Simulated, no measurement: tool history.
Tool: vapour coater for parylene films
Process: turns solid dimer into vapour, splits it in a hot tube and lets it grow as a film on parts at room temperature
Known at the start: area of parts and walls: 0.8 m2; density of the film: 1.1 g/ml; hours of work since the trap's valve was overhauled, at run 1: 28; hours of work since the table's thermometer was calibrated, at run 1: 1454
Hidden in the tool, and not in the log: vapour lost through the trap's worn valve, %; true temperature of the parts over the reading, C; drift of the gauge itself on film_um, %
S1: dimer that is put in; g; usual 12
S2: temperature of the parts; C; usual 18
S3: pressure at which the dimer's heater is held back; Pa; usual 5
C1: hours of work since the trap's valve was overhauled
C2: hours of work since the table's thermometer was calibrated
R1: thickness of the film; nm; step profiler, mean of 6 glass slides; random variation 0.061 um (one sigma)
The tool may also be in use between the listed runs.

run,hour,S1,S2,S3,C1,C2,R1
1,0,12,18,5,28,1454,6910
2,75.8,12,18,5,93,1520,6950
3,141.8,12,18,5,149,1576,6740
4,201.7,12,18,5,201,1628,6810
5,235.1,8,18,5,230,1656,4480
6,295.9,8,18,5,282,1709,4490
7,351.5,8,18,5,330,1756,4460
8,405.6,8,18,5,376,1803,4410
9,453,8,18,5,417,1844,4480
10,491.8,8,18,5,450,1877,4340
# hour 573.1: trap's valve overhauled
11,573.1,15,18,5,0,1944,8640
12,619,12,18,5,39,1983,6730
13,655.4,5,18,5,71,2014,2820
14,730.7,5,18,5,136,2079,2800
15,786.9,5,18,5,184,2127,2780
16,826.8,5,18,5,218,2162,2780
17,898.7,5,25,5,280,2223,2110
18,962.7,5,25,5,335,2278,2080
# hour 976.5: table's thermometer calibrated
19,1005.5,15,25,5,371,25,6460
20,1077.4,15,25,5,433,87,6530
21,1153.1,12,18,5,498,152,6810
# hour 1181.4: trap's valve overhauled
22,1205.2,12,18,5,20,193,7140
23,1272.4,12,19,5,78,251,6710
24,1345.4,5,10,5.43,141,314,3950
25,1393.9,9,29,4.37,183,355,3490
26,1449.4,8,18,5,230,403,4640
27,1493.4,20,15,5,268,441,12730
28,1558.9,20,15,5,324,497,12640
29,1636.3,20,29,5,391,564,7360
30,1674.7,21,16,3.95,424,597,13350
31,1741.5,18,11,3.57,481,654,14090
32,1779.3,18,11,3.57,514,687,13910
# hour 1790.5: trap's valve overhauled
33,1860.9,18,11,3.57,60,753,14120
34,1929.3,15,18,5,119,812,8520
35,2001.3,15,18,5,181,874,8530
36,2058.4,13,10,10.2,230,923,9010
37,2115.8,6,23,5,280,972,2750
38,2183.9,12,18,5,338,1031,6690
39,2245.2,12,17,5,391,1084,6900
40,2307,12,25,9.66,444,1137,4550
41,2383.2,12,13,2.01,509,1202,9260
# hour 2396.7: trap's valve overhauled
42,2456.1,10,20,5,51,1262,5220
43,2522.4,10,20,5,108,1319,5170
44,2554.6,10,20,5,136,1346,5170
45,2621.4,10,20,2.09,193,1404,5860

How the hidden state differs across the entries between the runs, from the last listed run before each to the first after it:
Between runs 10 and 11: trap's valve overhauled (hour 573.1)
  vapour lost through the trap's worn valve, %: 3.7 -> 0; true temperature of the parts over the reading, C: 1.26 -> 1.3
  measured less the result without the state, R1: -400 -> -460 nm
Between runs 18 and 19: table's thermometer calibrated (hour 976.5)
  vapour lost through the trap's worn valve, %: 2.8 -> 3.1; true temperature of the parts over the reading, C: 1.52 -> 0.39
  measured less the result without the state, R1: -190 -> -300 nm
Between runs 21 and 22: trap's valve overhauled (hour 1181.4)
  vapour lost through the trap's worn valve, %: 4.1 -> 0.2; true temperature of the parts over the reading, C: 0.47 -> 0.5
  measured less the result without the state, R1: -420 -> -160 nm
Between runs 32 and 33: trap's valve overhauled (hour 1790.5)
  vapour lost through the trap's worn valve, %: 4.2 -> 0.7; true temperature of the parts over the reading, C: 0.84 -> 0.89
  measured less the result without the state, R1: -1100 -> -600 nm
Between runs 41 and 42: trap's valve overhauled (hour 2396.7)
  vapour lost through the trap's worn valve, %: 4.4 -> 1.1; true temperature of the parts over the reading, C: 1.2 -> 1.24
  measured less the result without the state, R1: -900 -> -320 nm
